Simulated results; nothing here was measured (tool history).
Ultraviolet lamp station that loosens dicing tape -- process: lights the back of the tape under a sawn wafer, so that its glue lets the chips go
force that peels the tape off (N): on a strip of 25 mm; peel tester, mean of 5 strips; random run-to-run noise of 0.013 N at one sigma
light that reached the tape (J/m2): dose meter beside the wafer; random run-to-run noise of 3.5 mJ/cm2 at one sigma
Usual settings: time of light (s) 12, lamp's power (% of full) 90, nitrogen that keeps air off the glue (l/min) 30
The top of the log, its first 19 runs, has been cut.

run,day,time of light (s),lamp's power (% of full),nitrogen that keeps air off the glue (l/min),force that peels the tape off (N),light that reached the tape (J/m2)
20,42.483,12,77,30,1.39,3850
21,45.242,12,77,30,1.424,3730
22,48.138,12,90,30,1.143,4320
23,49.917,18,68,17,1.441,4780
24,51.938,18,68,17,1.48,4720
25,54.025,12,64,30,2.166,2970
26,56.242,8,64,40,3.247,1920
27,59.304,8,90,30,2.444,2630
28,61.008,13,90,39,0.896,4230
29,63.121,13,77,39,1.255,3600
30,65.758,13,77,39,1.378,3510
31,68.146,12,63,23,2.973,2640
32,70.288,12,63,23,2.921,2600
33,73.096,21,70,10,2.063,4880
34,74.825,15,84,26,1.333,4140
# day 75.688: lamp changed
35,76.8,15,84,26,0.674,5740
# day 79.483: window cleaned of glue's vapour
36,79.879,7,91,9,3.652,3280
37,81.262,10,81,30,1.175,4210
38,84.046,10,89,39,0.799,4460
39,86.838,9,82,24,1.728,3670
40,88.617,17,94,29,0.312,7910
41,90.812,12,90,14,1.393,5210
42,93.838,8,92,30,1.654,3520
43,96.188,13,61,17,2.246,3760
44,99.388,8,61,15,4.17,2250

Predict each of these 3 candidate next runs independently; none follows another, all start after run 44:
A,100.846,10,65,23,?,?
B,100.846,13,91,30,?,?
C,100.846,11,61,26,?,?

run,force that peels the tape off (N),light that reached the tape (J/m2)
A,2.484,2960
B,0.675,5430
C,2.248,3090
Take away the tool's hidden state, keep each run's random variation, and the runs would have read:
run,force that peels the tape off (N),light that reached the tape (J/m2)
A,2.018,3420
B,0.48,6270
C,1.799,3560
